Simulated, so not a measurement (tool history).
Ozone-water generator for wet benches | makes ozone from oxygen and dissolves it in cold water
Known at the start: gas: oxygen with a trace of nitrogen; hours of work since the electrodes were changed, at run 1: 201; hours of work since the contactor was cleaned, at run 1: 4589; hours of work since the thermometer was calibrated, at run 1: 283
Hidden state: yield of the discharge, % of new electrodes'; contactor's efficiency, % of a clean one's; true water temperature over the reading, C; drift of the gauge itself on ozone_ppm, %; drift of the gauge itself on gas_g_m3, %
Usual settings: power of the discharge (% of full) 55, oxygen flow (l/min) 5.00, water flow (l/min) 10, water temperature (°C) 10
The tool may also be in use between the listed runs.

run,hour,power of the discharge (% of full),oxygen flow (l/min),water flow (l/min),water temperature (°C),hours of work since the electrodes were changed,hours of work since the contactor was cleaned,hours of work since the thermometer was calibrated,dissolved ozone (ppm),ozone in the gas ahead of the water (g/m3)
1,0.0,55,5.00,10,10,201,4589,283,36.7,196.0
2,20.7,55,2.68,10,10,217,4606,299,38.5,281.9
3,45.5,55,2.68,10,10,236,4625,318,38.5,286.7
4,76.7,55,2.68,10,10,260,4649,343,38.9,285.9
5,94.1,55,2.68,10,10,274,4663,356,38.7,283.1
6,115.5,55,2.68,10,10,291,4679,373,38.4,281.4
7,146.5,55,2.68,10,10,315,4703,397,37.9,280.9
8,172.9,55,2.68,10,10,335,4724,417,38.3,283.8
9,191.1,55,5.00,10,14,349,4738,432,34.5,194.7
10,209.2,55,5.00,10,5,363,4752,446,40.2,195.4
11,240.6,55,5.00,10,5,388,4777,470,40.4,193.5
12,261.4,55,5.00,10,5,404,4793,486,40.9,194.3
13,275.8,43,5.00,10,10,415,4804,497,29.3,152.3
14,307.5,55,2.82,13,6,440,4829,522,31.6,272.1
15,332.8,55,2.76,10,10,460,4848,542,38.2,274.5
16,365.6,55,4.07,9,8,485,4874,567,42.3,216.6
17,394.0,55,4.66,12,10,507,4896,589,32.1,200.4
18,411.2,83,5.00,10,10,521,4909,603,54.6,282.2
19,441.8,55,5.12,14,10,544,4933,627,27.7,190.0
20,468.9,55,5.12,14,6,566,4954,648,30.1,190.2
21,497.6,41,5.00,10,10,588,4977,670,28.1,145.7
22,518.2,41,5.00,10,10,604,4993,686,28.1,144.8
23,549.6,41,5.00,10,10,628,5017,710,28.0,144.3
24,565.9,48,5.00,8,10,641,5030,723,37.5,168.9
25,585.8,48,5.31,6,9,656,5045,739,44.9,161.9

5 ways to go on from here, each from the tool as it stands after run 25. What would each give?
A,602.7,55,7.62,7,6,670,5058,752,?,?
B,602.7,79,4.95,6,9,670,5058,752,?,?
C,602.7,52,5.31,7,9,670,5058,752,?,?
D,602.7,41,5.31,6,9,670,5058,752,?,?
E,602.7,65,5.00,6,15,670,5058,752,?,?

run,dissolved ozone (ppm),ozone in the gas ahead of the water (g/m3)
A,45.6,148.7
B,72.3,270.9
C,43.8,175.6
D,38.4,140.4
E,53.2,224.9
Without the tool's hidden state the same runs would have given:
run,dissolved ozone (ppm),ozone in the gas ahead of the water (g/m3)
A,45.6,152.3
B,72.3,277.4
C,43.9,179.7
D,38.4,143.8
E,53.2,230.2

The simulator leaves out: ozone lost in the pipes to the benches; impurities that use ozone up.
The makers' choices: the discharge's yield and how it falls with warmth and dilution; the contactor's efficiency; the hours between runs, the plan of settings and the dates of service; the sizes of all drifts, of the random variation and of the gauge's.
